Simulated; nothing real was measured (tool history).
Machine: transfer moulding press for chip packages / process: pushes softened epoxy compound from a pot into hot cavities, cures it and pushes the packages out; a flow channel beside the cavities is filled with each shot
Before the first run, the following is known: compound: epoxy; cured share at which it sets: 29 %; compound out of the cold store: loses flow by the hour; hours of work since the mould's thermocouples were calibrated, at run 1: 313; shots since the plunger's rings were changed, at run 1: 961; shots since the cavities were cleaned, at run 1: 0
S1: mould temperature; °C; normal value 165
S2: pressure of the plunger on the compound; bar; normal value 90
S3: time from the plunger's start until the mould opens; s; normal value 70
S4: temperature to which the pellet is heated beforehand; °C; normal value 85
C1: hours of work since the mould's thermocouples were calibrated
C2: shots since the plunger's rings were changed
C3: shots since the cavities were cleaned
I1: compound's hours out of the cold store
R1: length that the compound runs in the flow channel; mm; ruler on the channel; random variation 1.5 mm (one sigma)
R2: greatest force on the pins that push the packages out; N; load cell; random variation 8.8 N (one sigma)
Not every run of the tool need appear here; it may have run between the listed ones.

run	hour	S1	S2	S3	S4	C1	C2	C3	I1	R1	R2
1	0	165	90	70	85	313	961	0	21.5	576	405
2	29	165	90	70	85	325	1218	257	10.9	610	601
3	67.8	165	90	70	85	342	1563	602	12.7	602	746
# hour 109.7: cavities cleaned with cleaning compound and waxed
4	109.7	165	90	70	85	359	1922	0	44.8	501	404
5	160.8	165	90	70	85	381	2376	454	34.1	528	686
6	195.8	165	90	70	85	395	2686	764	20.5	570	746
# hour 219.1: cavities cleaned with cleaning compound and waxed
7	253.4	165	90	94	85	419	3185	305	46.4	486	579
# hour 306.9: plunger's sealing rings changed
8	310.1	165	90	94	85	442	29	787	37.3	532	632
# hour 329.8: cavities cleaned with cleaning compound and waxed
9	349.8	165	90	94	85	458	367	177	29.3	554	466
10	394.9	165	90	94	85	477	768	578	25.4	566	617
# hour 438.7: cavities cleaned with cleaning compound and waxed
11	453.2	165	90	94	85	501	1273	129	45.6	502	465
# hour 460.6: mould's thermocouples calibrated
12	497.5	165	90	94	85	16	1649	505	17.4	590	601
13	545.7	165	90	94	85	36	2076	932	18.7	581	676
# hour 552: cavities cleaned with cleaning compound and waxed
14	573.7	165	90	94	85	47	2312	192	32	539	485
15	633.9	165	71.3	60	85	73	2847	727	34.6	470	1012
# hour 660.2: cavities cleaned with cleaning compound and waxed
16	673	165	90	70	86	89	3181	114	18.3	575	544
17	698.5	165	82.7	102	86	99	3408	341	14	565	546
# hour 718.5: mould's thermocouples calibrated, once more
# hour 732: plunger's sealing rings changed
18	739.2	167	82.7	102	78	8	64	662	9.9	592	624
# hour 772.8: cavities cleaned with cleaning compound and waxed
19	783.2	173	70	73	76	26	442	93	36.5	464	426
20	818	171	90	92	85	40	750	401	10.9	602	551
21	869.9	172	86.8	92	85	62	1211	862	22.9	549	635
# hour 880.7: cavities cleaned with cleaning compound and waxed
22	912.1	168	71.9	92	85	80	1573	279	14.1	528	533
23	956.7	165	101.2	70	85	98	1969	675	46.8	523	680
# hour 992.4: cavities cleaned with cleaning compound and waxed
24	996.1	165	101.2	70	85	115	2306	33	36.7	553	439
25	1047.2	165	89.7	70	91	136	2760	487	28.4	541	648
26	1077.4	165	89.7	70	91	149	3028	755	8.8	605	728
# hour 1099.5: cavities cleaned with cleaning compound and waxed
27	1116.5	165	89.7	70	91	165	3362	151	18.8	570	525

Each row is a separate what-if for the run after 27, all from the same tool condition, not one after another. Results?
A	1146.2	157	79.4	70	81	177	3626	415	46	?	?
B	1146.2	168	72.5	70	85	177	3626	415	44.4	?	?
C	1146.2	168	68.2	70	87	177	3626	415	43.4	?	?
D	1146.2	170	103.9	90	91	177	3626	415	8.8	?	?
E	1146.2	171	73.2	70	82	177	3626	415	30.4	?	?

run	R1	R2
A	468	927
B	442	599
C	429	613
D	640	571
E	478	576
With the hidden condition removed and each run's random variation left untouched, the same runs would have given:
run	R1	R2
A	484	567
B	457	369
C	444	382
D	662	351
E	494	355

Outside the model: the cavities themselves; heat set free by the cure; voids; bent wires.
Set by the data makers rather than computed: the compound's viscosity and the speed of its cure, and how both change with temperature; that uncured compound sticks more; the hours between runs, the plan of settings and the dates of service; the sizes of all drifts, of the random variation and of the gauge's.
